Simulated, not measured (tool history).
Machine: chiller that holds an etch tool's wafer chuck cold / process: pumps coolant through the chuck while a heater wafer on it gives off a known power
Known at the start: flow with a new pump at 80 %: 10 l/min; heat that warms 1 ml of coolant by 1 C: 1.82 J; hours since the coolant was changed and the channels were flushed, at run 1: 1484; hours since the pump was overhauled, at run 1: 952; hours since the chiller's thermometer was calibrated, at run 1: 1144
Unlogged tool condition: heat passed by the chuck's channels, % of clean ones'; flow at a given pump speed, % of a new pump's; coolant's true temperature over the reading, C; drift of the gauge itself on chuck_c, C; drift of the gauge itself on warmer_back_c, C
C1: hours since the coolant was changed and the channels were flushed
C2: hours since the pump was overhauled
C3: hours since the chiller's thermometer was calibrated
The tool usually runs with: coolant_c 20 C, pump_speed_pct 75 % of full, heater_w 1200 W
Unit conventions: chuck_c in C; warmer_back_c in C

{"run": 1, "hour": 0.0, "coolant_c": 20, "pump_speed_pct": 75, "heater_w": 1200, "C1": 1484, "C2": 952, "C3": 1144, "chuck_c": 28.6, "warmer_back_c": 4.28}
{"run": 2, "hour": 39.4, "coolant_c": 20, "pump_speed_pct": 75, "heater_w": 1200, "C1": 1524, "C2": 992, "C3": 1184, "chuck_c": 28.6, "warmer_back_c": 4.29}
{"run": 3, "hour": 117.8, "coolant_c": 21, "pump_speed_pct": 75, "heater_w": 1200, "C1": 1602, "C2": 1070, "C3": 1262, "chuck_c": 29.8, "warmer_back_c": 4.32}
{"run": 4, "hour": 172.2, "coolant_c": 21, "pump_speed_pct": 75, "heater_w": 1200, "C1": 1657, "C2": 1124, "C3": 1317, "chuck_c": 29.4, "warmer_back_c": 4.35}
{"run": 5, "hour": 239.2, "coolant_c": 20, "pump_speed_pct": 75, "heater_w": 1200, "C1": 1724, "C2": 1191, "C3": 1384, "chuck_c": 28.6, "warmer_back_c": 4.32}
{"run": 6, "hour": 281.3, "coolant_c": 20, "pump_speed_pct": 75, "heater_w": 1200, "C1": 1766, "C2": 1234, "C3": 1426, "chuck_c": 28.5, "warmer_back_c": 4.34}
{"run": 7, "hour": 327.8, "coolant_c": 20, "pump_speed_pct": 75, "heater_w": 1200, "C1": 1812, "C2": 1280, "C3": 1472, "chuck_c": 28.6, "warmer_back_c": 4.39}
{"run": 8, "hour": 394.3, "coolant_c": 20, "pump_speed_pct": 75, "heater_w": 1200, "C1": 1879, "C2": 1347, "C3": 1539, "chuck_c": 28.8, "warmer_back_c": 4.34}
{"run": 9, "hour": 454.6, "coolant_c": 20, "pump_speed_pct": 75, "heater_w": 1200, "C1": 1939, "C2": 1407, "C3": 1599, "chuck_c": 28.5, "warmer_back_c": 4.41}
{"hour": 459.3, "done": "chiller's thermometer calibrated"}
{"run": 10, "hour": 522.9, "coolant_c": 20, "pump_speed_pct": 75, "heater_w": 762, "C1": 2006, "C2": 1474, "C3": 64, "chuck_c": 25.1, "warmer_back_c": 2.78}
{"run": 11, "hour": 597.7, "coolant_c": 20, "pump_speed_pct": 75, "heater_w": 661, "C1": 2081, "C2": 1549, "C3": 138, "chuck_c": 24.5, "warmer_back_c": 2.41}
{"run": 12, "hour": 671.9, "coolant_c": 20, "pump_speed_pct": 100, "heater_w": 1200, "C1": 2155, "C2": 1623, "C3": 213, "chuck_c": 26.4, "warmer_back_c": 3.25}
{"hour": 713.5, "done": "chiller's thermometer calibrated, once more"}
{"run": 13, "hour": 746.3, "coolant_c": 20, "pump_speed_pct": 100, "heater_w": 1200, "C1": 2229, "C2": 1697, "C3": 33, "chuck_c": 26.9, "warmer_back_c": 3.22}
{"run": 14, "hour": 782.2, "coolant_c": 20, "pump_speed_pct": 100, "heater_w": 1200, "C1": 2265, "C2": 1732, "C3": 69, "chuck_c": 26.8, "warmer_back_c": 3.26}
{"run": 15, "hour": 854.8, "coolant_c": 20, "pump_speed_pct": 100, "heater_w": 1200, "C1": 2337, "C2": 1805, "C3": 141, "chuck_c": 26.8, "warmer_back_c": 3.25}
{"run": 16, "hour": 919.3, "coolant_c": 14, "pump_speed_pct": 66, "heater_w": 1200, "C1": 2402, "C2": 1870, "C3": 206, "chuck_c": 24.2, "warmer_back_c": 4.99}
{"run": 17, "hour": 995.4, "coolant_c": 19, "pump_speed_pct": 88, "heater_w": 1192, "C1": 2478, "C2": 1946, "C3": 282, "chuck_c": 26.8, "warmer_back_c": 3.72}
{"run": 18, "hour": 1080.0, "coolant_c": 20, "pump_speed_pct": 75, "heater_w": 674, "C1": 2562, "C2": 2030, "C3": 367, "chuck_c": 25.2, "warmer_back_c": 2.49}
{"run": 19, "hour": 1142.8, "coolant_c": 11, "pump_speed_pct": 88, "heater_w": 603, "C1": 2625, "C2": 2093, "C3": 429, "chuck_c": 14.9, "warmer_back_c": 1.88}

Forecast run 20:
{"run": 20, "hour": 1205.2, "coolant_c": 23, "pump_speed_pct": 86, "heater_w": 870, "C1": 2688, "C2": 2155, "C3": 492, "chuck_c": "?", "warmer_back_c": "?"}

chuck_c: 28.9 C
warmer_back_c: 2.78 C
If the tool had no hidden condition, the same run with the same run-to-run variation would have returned chuck_c 28.3 C, warmer_back_c 2.65 C.
